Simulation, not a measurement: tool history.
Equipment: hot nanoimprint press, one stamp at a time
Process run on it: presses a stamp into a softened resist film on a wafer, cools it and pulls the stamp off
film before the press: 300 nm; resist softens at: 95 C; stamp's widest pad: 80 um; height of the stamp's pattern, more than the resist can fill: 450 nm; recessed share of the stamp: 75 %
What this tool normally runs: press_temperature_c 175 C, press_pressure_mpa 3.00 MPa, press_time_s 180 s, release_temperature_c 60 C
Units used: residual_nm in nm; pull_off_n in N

run     day  press_temperature_c  press_pressure_mpa  press_time_s  release_temperature_c  residual_nm  pull_off_n
  1   0.000                  175                3.00           180                     60        167.9         198
  2   3.346                  175                3.00           102                     60        198.3         201
      6.000  -- plate thermocouple calibrated
  3   7.229                  175                3.00           102                     63        198.4         184
  4   9.412                  175                3.00           102                     63        198.4         182
     10.829  -- stamp cleaned and given a new release coat
  5  12.942                  175                3.00           102                     63        198.2         182
  6  17.062                  175                3.00           180                     60        168.1         202
  7  20.271                  175                3.00           180                     60        168.5         199
  8  23.554                  175                3.00           180                     60        168.8         199
     26.267  -- plate thermocouple calibrated
     27.542  -- stamp cleaned and given a new release coat
  9  27.892                  175                3.00           180                     60        168.4         198
 10  30.179                  175                3.00           180                     60        168.7         196
 11  32.158                  175                3.00           180                     60        168.5         199
 12  35.288                  175                3.00           180                     60        168.5         199
 13  37.329                  175                3.00           180                     60        168.6         200
 14  39.200                  175                3.00           180                     61        168.9         194
 15  41.483                  186                3.00           297                     61        100.6         199
     44.146  -- stamp cleaned and given a new release coat
 16  45.050                  175                4.10           160                     60        152.8         200
     46.821  -- plate thermocouple calibrated
     47.012  -- gauge calibrated
 17  47.858                  175                2.33           160                     60        192.9         194
 18  51.004                  175                2.33           160                     60        192.3         196

Predict the results of run 19:
 19  54.992                  172                1.90           214                     60            ?           ?

{"run 19": {"residual_nm": 206.8, "pull_off_n": 197}}
On a tool with no hidden condition, and with the same random variation, this run would have come out at residual_nm 206.6 nm, pull_off_n 195 N.
